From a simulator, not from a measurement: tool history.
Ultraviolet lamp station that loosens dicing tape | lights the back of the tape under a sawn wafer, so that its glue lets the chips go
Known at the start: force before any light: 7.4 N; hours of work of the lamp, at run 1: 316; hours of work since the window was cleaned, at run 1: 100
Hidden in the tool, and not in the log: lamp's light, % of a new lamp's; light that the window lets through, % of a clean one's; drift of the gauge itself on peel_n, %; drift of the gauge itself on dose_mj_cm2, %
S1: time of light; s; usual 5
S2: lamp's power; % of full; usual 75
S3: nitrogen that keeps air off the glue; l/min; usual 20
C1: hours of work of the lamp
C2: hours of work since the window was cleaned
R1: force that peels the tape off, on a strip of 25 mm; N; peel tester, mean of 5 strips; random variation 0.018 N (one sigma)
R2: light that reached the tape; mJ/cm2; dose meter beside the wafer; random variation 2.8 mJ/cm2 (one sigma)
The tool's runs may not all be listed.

Run 1, hour 0: usual settings; C1 316; C2 100. Result: R1 0.871 N, R2 394 mJ/cm2.
Run 2, hour 7.7: usual settings; C1 321; C2 105. Result: R1 0.874 N, R2 393 mJ/cm2.
Run 3, hour 19.2: usual settings; C1 329; C2 113. Result: R1 0.866 N, R2 392 mJ/cm2.
Run 4, hour 27.2: usual settings; C1 335; C2 119. Result: R1 0.866 N, R2 389 mJ/cm2.
Run 5, hour 37.3: usual settings; C1 342; C2 126. Result: R1 0.874 N, R2 392 mJ/cm2.
Run 6, hour 49.1: usual settings but S3 7 l/min; C1 350; C2 134. Result: R1 1.54 N, R2 389 mJ/cm2.
Run 7, hour 57.9: usual settings; C1 356; C2 140. Result: R1 0.875 N, R2 389 mJ/cm2.
Run 8, hour 70.3: usual settings but S2 69 % of full; C1 365; C2 149. Result: R1 1.049 N, R2 362 mJ/cm2.
Run 9, hour 77.2: usual settings but S2 94 % of full; C1 370; C2 154. Result: R1 0.535 N, R2 492 mJ/cm2.
Run 10, hour 84.5: usual settings but S2 94 % of full; C1 375; C2 159. Result: R1 0.537 N, R2 488 mJ/cm2.
Run 11, hour 90.9: usual settings but S2 82 % of full; C1 380; C2 164. Result: R1 0.702 N, R2 433 mJ/cm2.
Run 12, hour 101.7: usual settings but S2 82 % of full; C1 387; C2 171. Result: R1 0.73 N, R2 422 mJ/cm2.
Run 13, hour 110.7: usual settings but S1 3 s; C1 393; C2 177. Result: R1 1.971 N, R2 230 mJ/cm2.
Run 14, hour 119.8: usual settings but S1 3 s; C1 400; C2 184. Result: R1 2.036 N, R2 231 mJ/cm2.
Run 15, hour 126.4: usual settings but S1 3 s; C1 404; C2 188. Result: R1 2.04 N, R2 236 mJ/cm2.
Run 16, hour 136.3: usual settings but S1 3 s; C1 411; C2 195. Result: R1 2.048 N, R2 235 mJ/cm2.
Run 17, hour 143.3: usual settings but S1 3 s, S2 97 % of full; C1 416; C2 200. Result: R1 1.355 N, R2 303 mJ/cm2.
Run 18, hour 151.9: usual settings but S1 2 s, S2 97 % of full; C1 422; C2 206. Result: R1 2.433 N, R2 203 mJ/cm2.
Run 19, hour 163.5: usual settings but S2 70 % of full; C1 431; C2 215. Result: R1 1.009 N, R2 364 mJ/cm2.
Run 20, hour 170.6: usual settings but S2 70 % of full; C1 435; C2 219. Result: R1 0.999 N, R2 368 mJ/cm2.
Run 21, hour 179.7: usual settings but S2 70 % of full; C1 442; C2 226. Result: R1 1.047 N, R2 365 mJ/cm2.
Run 22, hour 186.7: usual settings but S2 78 % of full, S3 10 l/min; C1 447; C2 231. Result: R1 1.11 N, R2 402 mJ/cm2.
Run 23, hour 197.9: usual settings but S2 95 % of full, S3 27 l/min; C1 455; C2 239. Result: R1 0.418 N, R2 494 mJ/cm2.
Run 24, hour 205.3: usual settings but S2 90 % of full; C1 460; C2 244. Result: R1 0.591 N, R2 466 mJ/cm2.
Run 25, hour 218.4: usual settings but S2 86 % of full; C1 469; C2 253. Result: R1 0.653 N, R2 448 mJ/cm2.
Run 26, hour 227.6: usual settings but S2 86 % of full; C1 476; C2 260. Result: R1 0.666 N, R2 443 mJ/cm2.
Run 27, hour 236.9: usual settings but S2 86 % of full; C1 482; C2 266. Result: R1 0.655 N, R2 443 mJ/cm2.
Run 28, hour 245: usual settings but S1 4 s, S2 99 % of full, S3 14 l/min; C1 488; C2 272. Result: R1 0.982 N, R2 414 mJ/cm2.
Run 29, hour 254.4: usual settings but S1 3 s, S3 40 l/min; C1 494; C2 278. Result: R1 1.668 N, R2 232 mJ/cm2.
Run 30, hour 261.7: usual settings but S1 3 s, S3 40 l/min; C1 499; C2 284. Result: R1 1.586 N, R2 233 mJ/cm2.
Run 31, hour 267.1: usual settings but S1 3 s, S3 40 l/min; C1 503; C2 287. Result: R1 1.605 N, R2 230 mJ/cm2.
Run 32, hour 274.6: usual settings but S1 9 s, S3 13 l/min; C1 509; C2 293. Result: R1 0.272 N, R2 694 mJ/cm2.
Run 33, hour 280.5: usual settings but S1 9 s, S3 13 l/min; C1 513; C2 297. Result: R1 0.289 N, R2 704 mJ/cm2.
Run 34, hour 291.5: usual settings but S1 9 s, S2 72 % of full, S3 15 l/min; C1 520; C2 304. Result: R1 0.285 N, R2 674 mJ/cm2.
At hour 301.7: window cleaned of glue's vapour.
Run 35, hour 304.6: usual settings but S1 9 s, S2 64 % of full, S3 15 l/min; C1 529; C2 2. Result: R1 0.377 N, R2 602 mJ/cm2.
Run 36, hour 311.7: usual settings but S2 86 % of full, S3 8 l/min; C1 534; C2 7. Result: R1 1.11 N, R2 447 mJ/cm2.
Run 37, hour 318.7: usual settings but S1 4 s, S3 10 l/min; C1 539; C2 12. Result: R1 1.796 N, R2 311 mJ/cm2.
Run 38, hour 326.8: usual settings but S1 4 s, S2 62 % of full; C1 545; C2 18. Result: R1 1.801 N, R2 258 mJ/cm2.
Run 39, hour 334.7: usual settings but S1 9 s, S2 62 % of full, S3 9 l/min; C1 550; C2 23. Result: R1 0.603 N, R2 580 mJ/cm2.
Run 40, hour 347.2: usual settings but S1 3 s, S2 63 % of full; C1 559; C2 32. Result: R1 2.438 N, R2 198 mJ/cm2.
Run 41, hour 355.7: usual settings but S1 3 s, S2 93 % of full, S3 11 l/min; C1 565; C2 38. Result: R1 1.964 N, R2 290 mJ/cm2.

5 ways to go on from here, each from the tool as it stands after run 41. What would each give?
Run A, hour 361.4: usual settings but S1 3 s, S2 71 % of full, S3 11 l/min; C1 569; C2 42. Result: R1 ?, R2 ?.
Run B, hour 361.4: usual settings but S1 4 s, S2 65 % of full, S3 11 l/min; C1 569; C2 42. Result: R1 ?, R2 ?.
Run C, hour 361.4: usual settings but S1 4 s, S2 64 % of full, S3 6 l/min; C1 569; C2 42. Result: R1 ?, R2 ?.
Run D, hour 361.4: usual settings but S1 3 s, S2 62 % of full, S3 11 l/min; C1 569; C2 42. Result: R1 ?, R2 ?.
Run E, hour 361.4: usual settings but S1 3 s, S2 80 % of full, S3 11 l/min; C1 569; C2 42. Result: R1 ?, R2 ?.

run     R1   R2
  A  2.697  221
  B  2.043  272
  C   2.63  261
  D  3.021  193
  E  2.241  253
Without the tool's hidden state the same runs would have given:
run     R1   R2
  A  2.692  221
  B  2.038  273
  C  2.624  261
  D  3.016  193
  E  2.235  254
